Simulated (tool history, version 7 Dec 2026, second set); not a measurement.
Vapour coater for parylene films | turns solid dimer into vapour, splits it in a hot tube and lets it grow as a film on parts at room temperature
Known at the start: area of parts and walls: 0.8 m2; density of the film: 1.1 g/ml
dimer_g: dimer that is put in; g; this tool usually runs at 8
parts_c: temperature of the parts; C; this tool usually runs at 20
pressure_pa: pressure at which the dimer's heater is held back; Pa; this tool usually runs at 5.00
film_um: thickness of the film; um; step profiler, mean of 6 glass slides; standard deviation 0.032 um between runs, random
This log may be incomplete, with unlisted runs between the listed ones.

run,hour,dimer_g,parts_c,pressure_pa,film_um
1,0.0,8,20,5.00,6.72
2,22.6,8,20,3.60,7.00
3,41.3,8,20,3.60,6.98
4,55.4,8,20,3.60,6.98
5,76.9,8,20,3.60,6.97
6,99.9,8,20,3.60,6.95
7,116.5,4,20,5.00,3.31
8,140.2,4,20,5.00,3.32
9,174.2,4,20,2.28,3.68
10,191.2,4,20,2.28,3.66
11,205.7,4,20,2.28,3.69
12,231.3,4,20,2.28,3.67
13,250.2,4,19,2.28,3.78
14,272.4,4,19,2.28,3.80
15,289.7,8,20,5.00,6.58
16,313.1,9,20,5.00,7.38
17,341.6,9,20,5.00,7.37
18,366.6,9,20,5.00,7.37
# hour 369.4: table's thermometer calibrated
19,393.3,9,20,5.00,7.41
20,421.4,8,20,5.00,6.50
21,449.6,12,20,5.00,9.73
22,471.2,12,20,5.00,9.80
23,501.9,8,20,5.00,6.47
24,518.3,8,20,5.00,6.45
25,549.6,6,14,5.00,5.75
# hour 570.1: table's thermometer calibrated, once more
26,579.6,6,20,3.37,5.11
27,596.5,4,18,3.37,3.64
28,625.2,4,18,3.37,3.59
29,653.9,4,18,3.37,3.63
30,669.2,3,12,4.30,3.12
31,700.3,3,12,4.30,3.13
32,729.1,3,12,4.30,3.10
33,762.6,3,28,4.30,1.95
34,776.4,3,28,4.30,1.96
35,790.4,9,20,5.82,7.17
36,809.7,9,20,5.82,7.08
37,830.2,9,20,5.82,7.08
# hour 844.8: trap's valve overhauled
38,849.3,4,13,5.00,4.21
39,867.3,13,20,5.00,11.25
40,899.1,6,15,8.60,5.58
41,924.6,8,15,10.08,7.20
42,955.5,11,16,5.00,10.52
43,981.4,11,13,5.46,11.31
44,1012.8,8,27,4.97,5.61
45,1045.8,8,28,3.86,5.61
46,1078.7,8,28,3.86,5.62
47,1095.2,4,17,10.41,3.38

Below, some changes in film_um between adjacent runs. For each, the amount present without the hidden state too (settings, incoming material, random variation) and the amount remaining for the hidden state with gauge scatter not shared by both compared results:
Hidden state at play: vapour lost through the trap's worn valve, %; true temperature of the parts over the reading, C; drift of the gauge itself on film_um, %.
Run 20 -> 21: dimer_g 8 -> 12. film_um +3.23 um: hidden state -0.22, all else +3.45.
Run 34 -> 35: dimer_g 3 -> 9, parts_c 28 -> 20, pressure_pa 4.30 -> 5.82. film_um +5.21 um: hidden state -0.41, all else +5.62.
Run 37 -> 38: dimer_g 9 -> 4, parts_c 20 -> 13, pressure_pa 5.82 -> 5.00, trap's valve overhauled. film_um -2.87 um: hidden state +0.55, all else -3.42.
Run 38 -> 39: dimer_g 4 -> 13, parts_c 13 -> 20. film_um +7.04 um: hidden state -0.03, all else +7.07.
Run 39 -> 40: dimer_g 13 -> 6, parts_c 20 -> 15, pressure_pa 5.00 -> 8.60. film_um -5.67 um: hidden state +0.01, all else -5.68.
Run 43 -> 44: dimer_g 11 -> 8, parts_c 13 -> 27, pressure_pa 5.46 -> 4.97. film_um -5.70 um: hidden state +0.05, all else -5.75.
